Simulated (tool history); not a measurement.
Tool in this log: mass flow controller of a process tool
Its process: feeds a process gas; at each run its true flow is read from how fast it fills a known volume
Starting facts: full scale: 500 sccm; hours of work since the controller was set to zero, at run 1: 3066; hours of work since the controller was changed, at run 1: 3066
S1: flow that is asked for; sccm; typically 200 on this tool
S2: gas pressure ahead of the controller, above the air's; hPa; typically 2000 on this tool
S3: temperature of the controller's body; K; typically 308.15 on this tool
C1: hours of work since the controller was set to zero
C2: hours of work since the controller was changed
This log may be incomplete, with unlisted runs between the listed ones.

{"run": 1, "hour": 0.0, "S1": 200, "S2": 2000, "S3": 308.15, "C1": 3066, "C2": 3066, "true flow (%)": 100.08}
{"run": 2, "hour": 314.4, "S1": 200, "S2": 2550, "S3": 308.15, "C1": 3184, "C2": 3184, "true flow (%)": 100.29}
{"run": 3, "hour": 548.0, "S1": 200, "S2": 2550, "S3": 308.15, "C1": 3272, "C2": 3272, "true flow (%)": 100.52}
{"run": 4, "hour": 784.3, "S1": 200, "S2": 2550, "S3": 308.15, "C1": 3361, "C2": 3361, "true flow (%)": 100.32}
{"run": 5, "hour": 1009.0, "S1": 200, "S2": 2000, "S3": 308.15, "C1": 3445, "C2": 3445, "true flow (%)": 100.37}
{"run": 6, "hour": 1263.3, "S1": 200, "S2": 1620, "S3": 308.15, "C1": 3541, "C2": 3541, "true flow (%)": 100.39}
{"run": 7, "hour": 1491.3, "S1": 200, "S2": 2000, "S3": 308.15, "C1": 3626, "C2": 3626, "true flow (%)": 100.62}
{"run": 8, "hour": 1704.1, "S1": 200, "S2": 2000, "S3": 308.15, "C1": 3706, "C2": 3706, "true flow (%)": 100.4}
{"run": 9, "hour": 2050.4, "S1": 200, "S2": 2000, "S3": 308.15, "C1": 3837, "C2": 3837, "true flow (%)": 100.58}
{"run": 10, "hour": 2260.1, "S1": 200, "S2": 2000, "S3": 308.15, "C1": 3915, "C2": 3915, "true flow (%)": 100.83}
{"run": 11, "hour": 2424.0, "S1": 200, "S2": 2470, "S3": 308.15, "C1": 3977, "C2": 3977, "true flow (%)": 100.78}
{"run": 12, "hour": 2602.1, "S1": 200, "S2": 2470, "S3": 308.15, "C1": 4044, "C2": 4044, "true flow (%)": 100.8}
{"run": 13, "hour": 2802.1, "S1": 200, "S2": 2470, "S3": 308.15, "C1": 4119, "C2": 4119, "true flow (%)": 100.88}
{"run": 14, "hour": 3047.5, "S1": 200, "S2": 2000, "S3": 308.15, "C1": 4211, "C2": 4211, "true flow (%)": 100.9}
{"run": 15, "hour": 3311.9, "S1": 200, "S2": 2000, "S3": 307.15, "C1": 4311, "C2": 4311, "true flow (%)": 100.89}
{"run": 16, "hour": 3517.5, "S1": 200, "S2": 2000, "S3": 307.15, "C1": 4388, "C2": 4388, "true flow (%)": 100.9}
{"run": 17, "hour": 3831.6, "S1": 200, "S2": 2000, "S3": 307.15, "C1": 4506, "C2": 4506, "true flow (%)": 100.91}
{"run": 18, "hour": 4095.0, "S1": 200, "S2": 2000, "S3": 307.15, "C1": 4605, "C2": 4605, "true flow (%)": 101.02}
{"run": 19, "hour": 4310.3, "S1": 200, "S2": 2210, "S3": 308.15, "C1": 4686, "C2": 4686, "true flow (%)": 101.17}
{"run": 20, "hour": 4617.5, "S1": 200, "S2": 2210, "S3": 308.15, "C1": 4801, "C2": 4801, "true flow (%)": 101.22}
{"run": 21, "hour": 4898.3, "S1": 200, "S2": 2210, "S3": 308.15, "C1": 4907, "C2": 4907, "true flow (%)": 101.34}
{"run": 22, "hour": 5241.8, "S1": 200, "S2": 2000, "S3": 308.15, "C1": 5036, "C2": 5036, "true flow (%)": 101.56}
{"run": 23, "hour": 5443.0, "S1": 200, "S2": 2000, "S3": 308.15, "C1": 5112, "C2": 5112, "true flow (%)": 101.44}
{"run": 24, "hour": 5789.2, "S1": 200, "S2": 2000, "S3": 308.15, "C1": 5242, "C2": 5242, "true flow (%)": 101.55}
{"run": 25, "hour": 5978.7, "S1": 200, "S2": 2000, "S3": 308.15, "C1": 5313, "C2": 5313, "true flow (%)": 101.62}
{"run": 26, "hour": 6181.9, "S1": 200, "S2": 2000, "S3": 308.15, "C1": 5389, "C2": 5389, "true flow (%)": 101.61}
{"run": 27, "hour": 6449.6, "S1": 252, "S2": 2760, "S3": 308.15, "C1": 5490, "C2": 5490, "true flow (%)": 101.94}
{"run": 28, "hour": 6721.4, "S1": 88, "S2": 2100, "S3": 304.15, "C1": 5592, "C2": 5592, "true flow (%)": 101.02}
{"run": 29, "hour": 6941.7, "S1": 88, "S2": 1620, "S3": 297.15, "C1": 5675, "C2": 5675, "true flow (%)": 100.16}
{"run": 30, "hour": 7284.2, "S1": 88, "S2": 1620, "S3": 297.15, "C1": 5804, "C2": 5804, "true flow (%)": 100.11}
{"run": 31, "hour": 7494.9, "S1": 88, "S2": 1620, "S3": 297.15, "C1": 5883, "C2": 5883, "true flow (%)": 100.16}
{"run": 32, "hour": 7776.7, "S1": 88, "S2": 1620, "S3": 297.15, "C1": 5989, "C2": 5989, "true flow (%)": 100.29}
{"run": 33, "hour": 7973.9, "S1": 200, "S2": 2030, "S3": 298.15, "C1": 6063, "C2": 6063, "true flow (%)": 100.98}
{"run": 34, "hour": 8173.0, "S1": 461, "S2": 1920, "S3": 293.15, "C1": 6138, "C2": 6138, "true flow (%)": 101.28}
{"run": 35, "hour": 8446.5, "S1": 183, "S2": 1920, "S3": 296.15, "C1": 6240, "C2": 6240, "true flow (%)": 100.83}
{"run": 36, "hour": 8715.8, "S1": 183, "S2": 1920, "S3": 296.15, "C1": 6342, "C2": 6342, "true flow (%)": 100.71}
{"run": 37, "hour": 8988.7, "S1": 183, "S2": 1920, "S3": 296.15, "C1": 6444, "C2": 6444, "true flow (%)": 100.92}
{"run": 38, "hour": 9200.9, "S1": 168, "S2": 1780, "S3": 307.15, "C1": 6524, "C2": 6524, "true flow (%)": 102.11}
{"run": 39, "hour": 9460.4, "S1": 168, "S2": 1780, "S3": 307.15, "C1": 6622, "C2": 6622, "true flow (%)": 102.08}
{"run": 40, "hour": 9653.0, "S1": 132, "S2": 1780, "S3": 307.15, "C1": 6694, "C2": 6694, "true flow (%)": 102.19}
{"run": 41, "hour": 9887.1, "S1": 132, "S2": 1780, "S3": 307.15, "C1": 6782, "C2": 6782, "true flow (%)": 102.19}
{"run": 42, "hour": 10050.4, "S1": 132, "S2": 1780, "S3": 307.15, "C1": 6843, "C2": 6843, "true flow (%)": 102.34}
{"run": 43, "hour": 10356.7, "S1": 132, "S2": 1780, "S3": 307.15, "C1": 6958, "C2": 6958, "true flow (%)": 102.27}
{"hour": 10490.4, "done": "gauge calibrated"}
{"run": 44, "hour": 10629.8, "S1": 132, "S2": 1780, "S3": 307.15, "C1": 7061, "C2": 7061, "true flow (%)": 99.7}
{"run": 45, "hour": 10780.9, "S1": 132, "S2": 1780, "S3": 300.15, "C1": 7118, "C2": 7118, "true flow (%)": 98.97}
{"run": 46, "hour": 11127.1, "S1": 111, "S2": 2420, "S3": 299.15, "C1": 7248, "C2": 7248, "true flow (%)": 99}
{"hour": 11283.7, "done": "controller's zero set anew"}
{"run": 47, "hour": 11431.5, "S1": 73, "S2": 1700, "S3": 300.15, "C1": 56, "C2": 7362, "true flow (%)": 98.96}
{"run": 48, "hour": 11779.1, "S1": 73, "S2": 1700, "S3": 300.15, "C1": 186, "C2": 7493, "true flow (%)": 99.01}

4 ways to go on from here, each from the tool as it stands after run 48. What would each give?
{"run": "A", "hour": 11927.5, "S1": 200, "S2": 1880, "S3": 308.15, "C1": 242, "C2": 7549, "true flow (%)": "?"}
{"run": "B", "hour": 11927.5, "S1": 258, "S2": 1510, "S3": 295.15, "C1": 242, "C2": 7549, "true flow (%)": "?"}
{"run": "C", "hour": 11927.5, "S1": 180, "S2": 2000, "S3": 308.15, "C1": 242, "C2": 7549, "true flow (%)": "?"}
{"run": "D", "hour": 11927.5, "S1": 70, "S2": 1510, "S3": 303.15, "C1": 242, "C2": 7549, "true flow (%)": "?"}

run=A true_flow_(%)=100.37
run=B true_flow_(%)=99.1
run=C true_flow_(%)=100.23
run=D true_flow_(%)=99.44
What these runs would have given with no unlogged condition in the tool:
run=A true_flow_(%)=100.03
run=B true_flow_(%)=98.77
run=C true_flow_(%)=99.89
run=D true_flow_(%)=99.1
